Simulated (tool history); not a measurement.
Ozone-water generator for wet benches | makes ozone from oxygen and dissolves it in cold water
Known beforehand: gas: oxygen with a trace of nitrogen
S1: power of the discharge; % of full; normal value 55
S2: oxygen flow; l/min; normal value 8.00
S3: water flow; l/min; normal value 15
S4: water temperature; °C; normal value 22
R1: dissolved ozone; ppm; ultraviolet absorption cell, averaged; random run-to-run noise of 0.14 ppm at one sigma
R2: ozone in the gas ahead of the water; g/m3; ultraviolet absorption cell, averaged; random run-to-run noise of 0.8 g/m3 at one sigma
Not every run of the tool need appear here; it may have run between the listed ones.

| run | hour | S1 | S2 | S3 | S4 | R1 | R2 |
|---|---|---|---|---|---|---|---|
| 1 | 0.0 | 55 | 8.00 | 15 | 22 | 16.2 | 125.3 |
| 2 | 122.3 | 55 | 8.00 | 15 | 22 | 16.2 | 123.9 |
| 3 | 191.9 | 55 | 8.00 | 15 | 22 | 16.0 | 125.6 |
| 4 | 287.7 | 55 | 8.00 | 15 | 22 | 15.7 | 124.3 |
| 5 | 449.2 | 55 | 7.61 | 15 | 22 | 16.0 | 127.7 |
| 6 | 522.1 | 48 | 8.00 | 15 | 22 | 14.5 | 114.4 |
| 7 | 636.3 | 48 | 8.00 | 13 | 22 | 15.9 | 115.5 |
| 8 | 799.3 | 50 | 8.00 | 15 | 22 | 15.1 | 119.5 |
| 9 | 967.2 | 50 | 8.00 | 15 | 22 | 15.2 | 119.1 |
| 10 | 1073.7 | 55 | 8.00 | 15 | 22 | 15.9 | 125.6 |
| 11 | 1158.9 | 55 | 8.00 | 15 | 22 | 15.6 | 125.4 |
| 12 | 1238.9 | 55 | 8.00 | 15 | 22 | 15.9 | 124.0 |
| 13 | 1388.8 | 71 | 8.00 | 15 | 19 | 19.8 | 146.0 |
|  | 1460.4 | water thermometer calibrated |
| 14 | 1558.1 | 55 | 8.00 | 15 | 14 | 18.8 | 123.7 |
| 15 | 1698.3 | 48 | 11.14 | 15 | 27 | 12.9 | 101.0 |
| 16 | 1838.7 | 48 | 11.14 | 15 | 27 | 12.8 | 101.3 |

Run 17 comes next. What will it give?
| 17 | 1941.4 | 48 | 11.14 | 15 | 27 | ? | ? |

Logged for run 17: R1 12.7 ppm, R2 99.9 g/m3.
Minus the tool's unlogged condition, the same run would have read R1 12.7 ppm, R2 100.0 g/m3.
